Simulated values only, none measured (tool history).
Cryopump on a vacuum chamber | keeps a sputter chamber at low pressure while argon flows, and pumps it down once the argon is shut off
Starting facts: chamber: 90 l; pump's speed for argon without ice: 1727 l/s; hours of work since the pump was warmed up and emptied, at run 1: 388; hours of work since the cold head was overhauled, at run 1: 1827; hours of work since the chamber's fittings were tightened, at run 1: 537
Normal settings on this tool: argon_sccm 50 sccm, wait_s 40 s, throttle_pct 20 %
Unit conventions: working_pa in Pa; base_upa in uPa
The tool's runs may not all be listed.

run	hour	argon_sccm	wait_s	throttle_pct	hours of work since the pump was warmed up and emptied	hours of work since the cold head was overhauled	hours of work since the chamber's fittings were tightened	working_pa	base_upa
1	0.0	50	40	20	388	1827	537	0.2563	1.33
2	78.5	50	40	20	432	1870	581	0.2565	1.40
3	152.7	50	40	20	474	1912	622	0.2559	1.43
4	203.2	50	44	20	502	1940	651	0.2575	1.46
5	268.3	81	40	20	538	1977	687	0.4168	1.56
6	342.5	81	40	20	580	2018	729	0.4221	1.61
7	428.2	50	40	31	628	2066	776	0.1750	1.68
8	497.9	50	40	20	667	2105	815	0.2617	1.81
# hour 554.1: pump warmed up, emptied and cooled again
9	601.5	50	40	20	26	2160	871	0.2471	1.47
10	687.8	55	40	20	75	2208	919	0.2743	1.59
11	748.6	55	40	20	109	2242	953	0.2723	1.63
12	850.0	50	40	29	165	2299	1009	0.1728	1.75
13	920.6	50	40	20	205	2339	1049	0.2499	1.79
14	972.0	80	40	20	234	2367	1078	0.4009	1.78
15	1064.7	80	40	47	285	2419	1130	0.1791	1.90
16	1157.8	80	40	22	338	2471	1182	0.3723	2.00
17	1228.5	87	96	44	377	2511	1221	0.2111	1.74
18	1296.6	87	96	44	415	2549	1259	0.2136	1.84
19	1397.1	87	96	44	471	2605	1315	0.2157	1.94
20	1453.6	36	53	38	503	2637	1347	0.1032	2.18
21	1537.4	34	53	38	550	2683	1394	0.0981	2.25
22	1584.2	80	40	20	576	2710	1420	0.4162	2.43
23	1652.6	39	38	31	614	2748	1458	0.1378	2.53
24	1739.8	39	38	31	663	2797	1507	0.1385	2.67
# hour 1803.8: pump warmed up, emptied and cooled again
25	1829.9	24	46	23	15	2844	1555	0.1039	2.15
26	1915.5	50	40	56	62	2892	1602	0.0912	2.29
27	1996.3	50	40	39	108	2937	1648	0.1314	2.29
28	2070.0	50	274	50	149	2978	1689	0.1045	1.87
29	2162.8	50	23	15	201	3030	1741	0.3337	2.91
30	2231.5	93	40	20	239	3069	1779	0.4710	2.54
31	2333.9	93	40	20	296	3126	1836	0.4725	2.70
32	2422.0	55	288	26	346	3175	1886	0.2176	2.32

The logged runs with the hidden state left out (each run's random variation unchanged):
The tool's hidden condition here consists of: pump's speed, % of a pump's without ice; cold plate's temperature, K; leak into the chamber, uPa l/s; drift of the gauge itself on working_pa, %; drift of the gauge itself on base_upa, %.
run	working_pa	base_upa
1	0.2464	0.70
2	0.2456	0.71
3	0.2438	0.68
4	0.2446	0.67
5	0.3944	0.69
6	0.3973	0.68
7	0.1581	0.66
8	0.2437	0.71
9	0.2447	0.65
10	0.2705	0.68
11	0.2678	0.71
12	0.1675	0.73
13	0.2438	0.70
14	0.3901	0.67
15	0.1660	0.70
16	0.3570	0.68
17	0.1930	0.39
18	0.1936	0.41
19	0.1932	0.39
20	0.0932	0.56
21	0.0877	0.56
22	0.3907	0.69
23	0.1244	0.69
24	0.1236	0.72
25	0.1026	0.68
26	0.0878	0.73
27	0.1269	0.68
28	0.0992	0.22
29	0.3272	1.09
30	0.4572	0.69
31	0.4561	0.70
32	0.2064	0.25

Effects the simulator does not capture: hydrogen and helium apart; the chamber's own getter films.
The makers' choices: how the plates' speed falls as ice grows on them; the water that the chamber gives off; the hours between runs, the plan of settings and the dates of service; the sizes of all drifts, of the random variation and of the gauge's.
